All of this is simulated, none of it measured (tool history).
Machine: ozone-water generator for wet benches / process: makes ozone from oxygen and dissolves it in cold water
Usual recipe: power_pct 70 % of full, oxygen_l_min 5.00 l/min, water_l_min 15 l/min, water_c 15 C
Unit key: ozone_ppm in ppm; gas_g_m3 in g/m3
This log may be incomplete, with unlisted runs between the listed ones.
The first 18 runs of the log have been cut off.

| run | hour | power_pct | oxygen_l_min | water_l_min | water_c | hours of work since the electrodes were changed | hours of work since the contactor was cleaned | hours of work since the thermometer was calibrated | ozone_ppm | gas_g_m3 |
|---|---|---|---|---|---|---|---|---|---|---|
| 19 | 2677.4 | 62 | 4.96 | 14 | 9 | 2753 | 2604 | 639 | 30.8 | 204.0 |
| 20 | 2767.5 | 62 | 4.96 | 14 | 9 | 2841 | 2691 | 726 | 30.3 | 201.2 |
| 21 | 2883.3 | 62 | 4.96 | 14 | 9 | 2953 | 2804 | 839 | 30.2 | 202.5 |
| 22 | 2990.3 | 62 | 4.96 | 14 | 9 | 3058 | 2908 | 943 | 30.0 | 201.5 |
| 23 | 3116.8 | 62 | 4.96 | 14 | 9 | 3181 | 3031 | 1066 | 30.0 | 199.7 |
| 24 | 3218.5 | 92 | 4.96 | 14 | 7 | 3280 | 3130 | 1165 | 38.4 | 252.4 |
| 25 | 3335.7 | 71 | 2.94 | 13 | 20 | 3394 | 3244 | 1279 | 26.4 | 262.1 |
| 26 | 3511.7 | 71 | 2.94 | 13 | 20 | 3565 | 3415 | 1450 | 26.2 | 258.5 |
| 27 | 3638.1 | 42 | 5.84 | 13 | 8 | 3688 | 3538 | 1573 | 25.9 | 149.6 |
| 28 | 3752.7 | 41 | 6.07 | 13 | 11 | 3799 | 3650 | 1685 | 24.0 | 145.0 |
| 29 | 3893.0 | 41 | 6.07 | 13 | 11 | 3936 | 3786 | 1821 | 24.1 | 142.8 |
| 30 | 4034.6 | 41 | 6.07 | 18 | 13 | 4073 | 3924 | 1959 | 19.0 | 142.3 |
|  | 4110.6 | contactor cleaned |
| 31 | 4188.6 | 66 | 7.13 | 15 | 15 | 4219 | 76 | 2105 | 28.0 | 177.5 |
| 32 | 4383.8 | 42 | 3.31 | 12 | 23 | 4409 | 266 | 2295 | 20.0 | 181.8 |

What if the next run were any one of these 3? Each begins from the tool's condition after run 32:
| A | 4523.7 | 70 | 6.35 | 13 | 12 | 4545 | 402 | 2431 | ? | ? |
| B | 4523.7 | 70 | 5.00 | 19 | 15 | 4545 | 402 | 2431 | ? | ? |
| C | 4523.7 | 42 | 5.59 | 12 | 23 | 4545 | 402 | 2431 | ? | ? |

| run | ozone_ppm | gas_g_m3 |
|---|---|---|
| A | 32.1 | 189.7 |
| B | 23.4 | 206.1 |
| C | 20.5 | 148.7 |
The same runs, with their run-to-run variation unchanged, on a tool lacking any hidden condition would have given:
| run | ozone_ppm | gas_g_m3 |
|---|---|---|
| A | 37.0 | 217.2 |
| B | 26.9 | 235.9 |
| C | 22.7 | 163.3 |
